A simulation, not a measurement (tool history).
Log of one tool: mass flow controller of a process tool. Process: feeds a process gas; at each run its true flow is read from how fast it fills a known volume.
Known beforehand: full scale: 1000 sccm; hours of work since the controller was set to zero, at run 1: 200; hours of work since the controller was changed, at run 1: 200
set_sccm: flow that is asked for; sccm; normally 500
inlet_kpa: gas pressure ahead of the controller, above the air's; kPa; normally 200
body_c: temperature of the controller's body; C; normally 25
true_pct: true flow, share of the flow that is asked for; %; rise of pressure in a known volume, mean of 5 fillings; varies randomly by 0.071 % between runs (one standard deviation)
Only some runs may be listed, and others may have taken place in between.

run	hour	set_sccm	inlet_kpa	body_c	hours of work since the controller was set to zero	hours of work since the controller was changed	true_pct
1	0.0	500	200	25	200	200	99.94
2	66.6	469	200	25	240	240	99.93
3	115.7	469	200	25	269	269	99.96
4	158.4	989	200	25	295	295	100.00
5	243.7	989	200	25	346	346	100.10
6	325.0	989	200	25	394	394	100.16
7	403.8	989	200	25	441	441	100.11
8	471.0	500	200	39	481	481	99.28
9	510.0	500	200	39	504	504	99.34
10	550.9	500	200	32	529	529	99.65
11	613.8	500	200	32	566	566	99.69
# hour 621.6: controller's zero set anew
12	702.9	100	253	25	48	619	100.82
13	739.3	121	245	23	70	641	100.80
14	803.2	340	146	23	108	679	100.46
# hour 811.0: controller's zero set anew, once more
15	876.2	403	200	28	39	722	99.76
16	945.1	105	200	34	80	763	99.48
17	1032.7	163	202	22	132	815	99.99

Branching from run 17: 3 alternative next runs. What would each branch give?
A	1095.6	246	241	20	170	853	?
B	1095.6	163	157	20	170	853	?
C	1095.6	378	213	33	170	853	?

run	true_pct
A	100.15
B	100.34
C	99.55
Without the tool's unlogged condition, the same runs would have read:
run	true_pct
A	99.83
B	99.94
C	99.28

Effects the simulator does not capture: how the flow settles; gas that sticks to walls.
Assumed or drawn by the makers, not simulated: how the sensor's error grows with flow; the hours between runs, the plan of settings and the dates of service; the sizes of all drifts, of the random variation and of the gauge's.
